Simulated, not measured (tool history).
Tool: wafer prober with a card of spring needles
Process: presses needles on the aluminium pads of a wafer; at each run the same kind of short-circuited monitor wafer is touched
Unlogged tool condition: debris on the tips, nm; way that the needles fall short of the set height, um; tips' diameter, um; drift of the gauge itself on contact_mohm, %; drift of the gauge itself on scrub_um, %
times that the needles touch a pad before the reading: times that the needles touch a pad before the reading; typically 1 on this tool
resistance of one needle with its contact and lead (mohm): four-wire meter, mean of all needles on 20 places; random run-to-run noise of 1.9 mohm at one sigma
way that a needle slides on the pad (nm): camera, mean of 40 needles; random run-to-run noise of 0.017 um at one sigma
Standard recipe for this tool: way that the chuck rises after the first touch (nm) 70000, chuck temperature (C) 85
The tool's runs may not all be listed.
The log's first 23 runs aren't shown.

run	hour	way that the chuck rises after the first touch (nm)	chuck temperature (C)	times that the needles touch a pad before the reading	touches since the tips were cleaned	cleanings since the card got new needles	touches since the first contact's height was set	resistance of one needle with its contact and lead (mohm)	way that a needle slides on the pad (nm)
# hour 489.3: tips cleaned on abrasive film
24	501.9	64000	32	1	4819	40	75485	185	14490
# hour 509.8: tips cleaned on abrasive film
# hour 528.9: tips cleaned on abrasive film
25	529	64000	32	1	70	42	85840	189	14440
26	543.6	64000	32	1	5684	42	91454	184	14460
# hour 548.2: tips cleaned on abrasive film
27	562.4	70000	85	1	5452	43	98621	195	15780
# hour 568.9: tips cleaned on abrasive film
28	583.4	70000	85	1	5569	44	106637	195	15800
# hour 588.2: tips cleaned on abrasive film
29	605.6	70000	80	2	6689	45	115137	195	15780
# hour 608.1: tips cleaned on abrasive film
# hour 621.1: height of the first contact set anew
# hour 627.5: tips cleaned on abrasive film
30	634.8	70000	80	2	2788	47	5226	199	15770
# hour 647: tips cleaned on abrasive film
31	648.9	86000	80	2	717	48	10591	194	19340
# hour 667.6: tips cleaned on abrasive film
32	675.1	86000	80	2	2886	49	20636	187	19370

What if the next run were any one of these 3? Each begins from the tool's condition after run 32:
# hour 686.8: tips cleaned on abrasive film
A	699.7	70000	96	2	4947	50	30038	?	?
# hour 686.8: tips cleaned on abrasive film
B	699.7	86000	80	1	4947	50	30038	?	?
# hour 686.8: tips cleaned on abrasive film
C	699.7	64000	86	2	4947	50	30038	?	?

run	resistance of one needle with its contact and lead (mohm)	way that a needle slides on the pad (nm)
A	199	15800
B	193	19330
C	198	14420
With no hidden state in the tool, these same runs would have given:
run	resistance of one needle with its contact and lead (mohm)	way that a needle slides on the pad (nm)
A	199	16040
B	193	19630
C	198	14640
